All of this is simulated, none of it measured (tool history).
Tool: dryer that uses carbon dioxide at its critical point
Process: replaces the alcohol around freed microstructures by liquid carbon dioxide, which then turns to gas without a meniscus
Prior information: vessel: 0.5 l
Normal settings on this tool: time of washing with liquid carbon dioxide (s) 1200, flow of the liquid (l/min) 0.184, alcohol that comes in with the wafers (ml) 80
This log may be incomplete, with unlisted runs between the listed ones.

run,day,time of washing with liquid carbon dioxide (s),flow of the liquid (l/min),alcohol that comes in with the wafers (ml),alcohol left in the vessel before it's heated (ppm by volume)
1,0.000,1200,0.184,80,1124
2,0.179,1200,0.184,27,372
3,0.371,1200,0.184,27,375
4,0.546,720,0.184,80,7883
5,0.871,720,0.184,80,7991
6,1.258,1200,0.269,80,134
7,1.425,1200,0.269,80,137
8,1.633,1200,0.269,80,131
9,1.900,1200,0.269,80,125
10,2.183,1200,0.184,80,1121
11,2.375,1200,0.184,80,1123
12,2.742,1860,0.184,101,112
13,2.904,1200,0.184,45,642
14,3.188,1680,0.200,84,116
15,3.575,1800,0.165,52,151
16,3.879,1800,0.165,52,153
17,4.038,1200,0.184,56,823
18,4.450,1200,0.184,56,619
19,4.804,1080,0.208,31,336
20,5.133,1680,0.208,31,47

Put back what was entered between runs (1 entry, withheld): which listed runs does each sit between, and how does the hidden state differ from the listed run before to the listed run after?
After run 17, before run 18: inlet filter changed (day 4.279)
  flow that reaches the vessel past the clogged filter, %: 94.4 -> 99.8; alcohol in the recycled carbon dioxide, ppm: 27.7 -> 28.5
  measured less the result without the state, alcohol left in the vessel before it's heated (ppm by volume): +227 -> +29
